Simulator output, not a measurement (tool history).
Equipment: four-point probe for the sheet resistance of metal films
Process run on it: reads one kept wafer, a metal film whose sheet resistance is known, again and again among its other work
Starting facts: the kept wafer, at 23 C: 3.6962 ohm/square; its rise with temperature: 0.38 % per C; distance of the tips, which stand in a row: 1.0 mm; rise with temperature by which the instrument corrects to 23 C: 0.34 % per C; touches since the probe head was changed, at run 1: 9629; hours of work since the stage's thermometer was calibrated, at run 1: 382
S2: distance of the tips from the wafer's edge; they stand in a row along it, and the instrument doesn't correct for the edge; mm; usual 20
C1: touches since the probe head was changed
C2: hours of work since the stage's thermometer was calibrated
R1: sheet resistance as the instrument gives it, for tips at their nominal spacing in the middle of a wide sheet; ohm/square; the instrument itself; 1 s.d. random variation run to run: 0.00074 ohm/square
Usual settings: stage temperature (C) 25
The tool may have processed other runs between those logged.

run 1 hour=0.0 | stage_temperature_(C)=25 S2=20 | C1=9629 C2=382 | R1=3.704013
run 2 hour=19.8 | stage_temperature_(C)=25 S2=20 | C1=10324 C2=397 | R1=3.703798
run 3 hour=36.2 | stage_temperature_(C)=25 S2=20 | C1=10902 C2=409 | R1=3.705475
run 4 hour=47.1 | stage_temperature_(C)=25 S2=20 | C1=11285 C2=418 | R1=3.702782
run 5 hour=66.2 | stage_temperature_(C)=25 S2=20 | C1=11958 C2=432 | R1=3.704364
run 6 hour=77.2 | stage_temperature_(C)=25 S2=20 | C1=12347 C2=441 | R1=3.704946
run 7 hour=94.1 | stage_temperature_(C)=32 S2=20 | C1=12940 C2=453 | R1=3.715201
run 8 hour=105.2 | stage_temperature_(C)=32 S2=20 | C1=13332 C2=462 | R1=3.714007
run 9 hour=113.6 | stage_temperature_(C)=25 S2=15 | C1=13626 C2=468 | R1=3.706719
run 10 hour=128.6 | stage_temperature_(C)=21 S2=5 | C1=14154 C2=480 | R1=3.771830
run 11 hour=142.0 | stage_temperature_(C)=22 S2=65 | C1=14626 C2=490 | R1=3.694654
run 12 hour=153.6 | stage_temperature_(C)=21 S2=30 | C1=15035 C2=499 | R1=3.695465
run 13 hour=162.6 | stage_temperature_(C)=25 S2=10 | C1=15353 C2=506 | R1=3.719467
run 14 hour=179.8 | stage_temperature_(C)=32 S2=8 | C1=15958 C2=519 | R1=3.740708
run 15 hour=194.8 | stage_temperature_(C)=27 S2=19 | C1=16485 C2=530 | R1=3.707301
run 16 hour=206.2 | stage_temperature_(C)=23 S2=7 | C1=16886 C2=539 | R1=3.736170
run 17 hour=226.4 | stage_temperature_(C)=32 S2=3 | C1=17599 C2=554 | R1=3.917318

Forecast each of these 5 alternatives for the next run:
run A hour=240.4 | stage_temperature_(C)=34 S2=11 | C1=18091 C2=565 | R1=?
run B hour=240.4 | stage_temperature_(C)=27 S2=21 | C1=18091 C2=565 | R1=?
run C hour=240.4 | stage_temperature_(C)=32 S2=12 | C1=18091 C2=565 | R1=?
run D hour=240.4 | stage_temperature_(C)=19 S2=7 | C1=18091 C2=565 | R1=?
run E hour=240.4 | stage_temperature_(C)=21 S2=12 | C1=18091 C2=565 | R1=?

run=A R1=3.728785
run=B R1=3.707348
run=C R1=3.723960
run=D R1=3.731589
run=E R1=3.706663
The same runs, with their run-to-run variation unchanged, on a tool lacking any hidden condition would have given:
run=A R1=3.728602
run=B R1=3.707167
run=C R1=3.723778
run=D R1=3.731408
run=E R1=3.706482
